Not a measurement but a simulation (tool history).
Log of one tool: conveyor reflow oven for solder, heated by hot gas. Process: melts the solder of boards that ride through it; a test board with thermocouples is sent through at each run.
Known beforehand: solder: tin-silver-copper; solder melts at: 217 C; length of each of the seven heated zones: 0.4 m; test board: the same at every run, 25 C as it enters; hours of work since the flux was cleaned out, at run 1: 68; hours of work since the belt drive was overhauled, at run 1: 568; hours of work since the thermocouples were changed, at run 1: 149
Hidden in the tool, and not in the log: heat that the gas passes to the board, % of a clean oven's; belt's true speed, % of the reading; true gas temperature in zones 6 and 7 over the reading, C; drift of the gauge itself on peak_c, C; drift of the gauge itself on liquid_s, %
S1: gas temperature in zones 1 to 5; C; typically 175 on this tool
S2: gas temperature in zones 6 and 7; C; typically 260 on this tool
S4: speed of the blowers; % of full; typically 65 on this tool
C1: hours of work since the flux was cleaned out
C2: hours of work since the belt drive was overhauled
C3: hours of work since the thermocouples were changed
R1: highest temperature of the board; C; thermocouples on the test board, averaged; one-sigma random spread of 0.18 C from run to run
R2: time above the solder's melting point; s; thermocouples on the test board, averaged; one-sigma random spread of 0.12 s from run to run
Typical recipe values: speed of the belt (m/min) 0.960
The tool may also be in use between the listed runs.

Run 1, hour 0.0: usual settings; C1 68; C2 568; C3 149. Result: R1 245.0 C, R2 33.8 s.
Run 2, hour 58.9: usual settings; C1 105; C2 605; C3 186. Result: R1 244.6 C, R2 33.8 s.
Run 3, hour 96.6: usual settings but S1 163 C; C1 129; C2 629; C3 210. Result: R1 242.4 C, R2 29.6 s.
Run 4, hour 150.7: usual settings but S1 163 C; C1 163; C2 663; C3 244. Result: R1 242.6 C, R2 29.6 s.
Run 5, hour 180.2: usual settings; C1 182; C2 682; C3 263. Result: R1 244.9 C, R2 33.8 s.
Run 6, hour 219.4: usual settings; C1 206; C2 707; C3 288. Result: R1 245.1 C, R2 33.5 s.
Run 7, hour 246.0: usual settings; C1 223; C2 724; C3 305. Result: R1 245.0 C, R2 33.9 s.
At hour 296.0: flux residue cleaned out of gas plates and filters.
Run 8, hour 297.5: usual settings but S1 170 C, S2 265 C, speed of the belt (m/min) 1.048, S4 55 % of full; C1 1; C2 753; C3 334. Result: R1 243.2 C, R2 27.8 s.
Run 9, hour 341.9: usual settings but S1 170 C, S2 265 C, speed of the belt (m/min) 0.825, S4 55 % of full; C1 29; C2 781; C3 362. Result: R1 251.2 C, R2 42.5 s.
Run 10, hour 398.1: usual settings but S2 261 C; C1 64; C2 816; C3 397. Result: R1 245.9 C, R2 34.3 s.
Run 11, hour 423.9: usual settings but S1 164 C, S2 257 C, S4 85 % of full; C1 81; C2 833; C3 414. Result: R1 243.3 C, R2 30.9 s.
Run 12, hour 452.4: usual settings but S1 164 C, S2 257 C, speed of the belt (m/min) 0.950, S4 58 % of full; C1 99; C2 851; C3 432. Result: R1 239.3 C, R2 27.8 s.
Run 13, hour 495.6: usual settings but S1 188 C, S4 76 % of full; C1 126; C2 878; C3 459. Result: R1 248.4 C, R2 39.6 s.

Alternative continuations, all from the tool just after run 13; predict every row:
Run A, hour 551.5: usual settings but S1 178 C, S2 263 C, S4 76 % of full; C1 161; C2 913; C3 494. Result: R1 ?, R2 ?.
Run B, hour 551.5: usual settings but S1 173 C, S2 268 C, S4 58 % of full; C1 161; C2 913; C3 494. Result: R1 ?, R2 ?.
Run C, hour 551.5: usual settings but S1 165 C, S2 275 C, speed of the belt (m/min) 1.034; C1 161; C2 913; C3 494. Result: R1 ?, R2 ?.
Run D, hour 551.5: usual settings but S1 162 C; C1 161; C2 913; C3 494. Result: R1 ?, R2 ?.

run     R1    R2
  A  249.5  37.4
  B  249.8  35.9
  C  253.3  33.0
  D  242.2  29.2
What these runs would have given with no unlogged condition in the tool:
run     R1    R2
  A  249.6  37.4
  B  249.9  35.9
  C  253.4  33.1
  D  242.3  29.3
